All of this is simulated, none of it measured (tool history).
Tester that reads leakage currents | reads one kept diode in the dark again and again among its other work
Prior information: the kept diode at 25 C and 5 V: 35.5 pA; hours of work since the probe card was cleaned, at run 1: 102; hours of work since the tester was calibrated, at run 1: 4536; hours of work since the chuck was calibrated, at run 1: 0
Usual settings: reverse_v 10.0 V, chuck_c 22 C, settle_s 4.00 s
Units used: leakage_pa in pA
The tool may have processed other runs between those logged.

run,hour,reverse_v,chuck_c,settle_s,hours of work since the probe card was cleaned,hours of work since the tester was calibrated,hours of work since the chuck was calibrated,leakage_pa
1,0.0,10.0,22,4.00,102,4536,0,40.27
2,110.1,10.0,22,4.00,177,4611,75,41.88
3,306.9,10.0,22,4.00,311,4746,210,44.09
# hour 526.4: tester calibrated
4,560.9,10.0,22,4.00,484,24,382,48.56
5,745.9,10.0,47,4.00,610,150,509,349.96
6,867.7,10.0,22,4.00,693,233,592,52.45
7,976.2,10.0,22,4.00,768,307,666,53.51
8,1133.5,10.0,22,4.00,875,415,773,55.82
# hour 1361.2: probe card cleaned and baked
9,1381.9,10.0,46,4.00,14,583,941,304.63
10,1510.3,10.0,46,4.00,102,671,1029,304.23
11,1636.2,10.0,46,4.00,188,757,1115,304.65
12,1832.5,10.0,46,4.00,322,891,1249,306.79
13,1937.3,10.0,46,4.00,394,962,1321,306.22
14,2166.7,10.0,46,4.00,551,1119,1478,307.88
15,2401.3,10.0,22,4.89,711,1280,1638,50.79
16,2658.7,4.6,40,8.72,887,1456,1814,123.42
# hour 2861.2: probe card cleaned and baked
17,2861.2,15.6,34,1.12,0,1592,1950,135.84
18,3100.3,6.5,22,4.00,163,1755,2114,29.54
19,3223.6,7.4,38,0.99,248,1840,2198,128.43
# hour 3373.2: chuck's temperature calibrated
20,3423.1,1.9,34,0.55,383,1975,34,48.87
21,3607.3,3.8,54,0.39,509,2101,160,359.13
22,3804.6,3.8,24,1.22,644,2236,295,33.38
23,3950.2,2.6,40,1.22,743,2335,394,95.75
24,4171.4,2.9,40,1.58,894,2486,546,102.13

What if the next run were any one of these 5? Each begins from the tool's condition after run 24:
A,4334.6,3.9,21,0.60,1006,2598,657,?
B,4334.6,3.7,43,1.76,1006,2598,657,?
C,4334.6,10.0,38,4.00,1006,2598,657,?
D,4334.6,15.0,22,4.00,1006,2598,657,?
E,4334.6,3.4,22,2.46,1006,2598,657,?

run,leakage_pa
A,29.87
B,149.73
C,183.05
D,81.23
E,28.55
With no hidden state in the tool, these same runs would have given:
run,leakage_pa
A,22.07
B,145.58
C,165.99
D,50.25
E,21.83
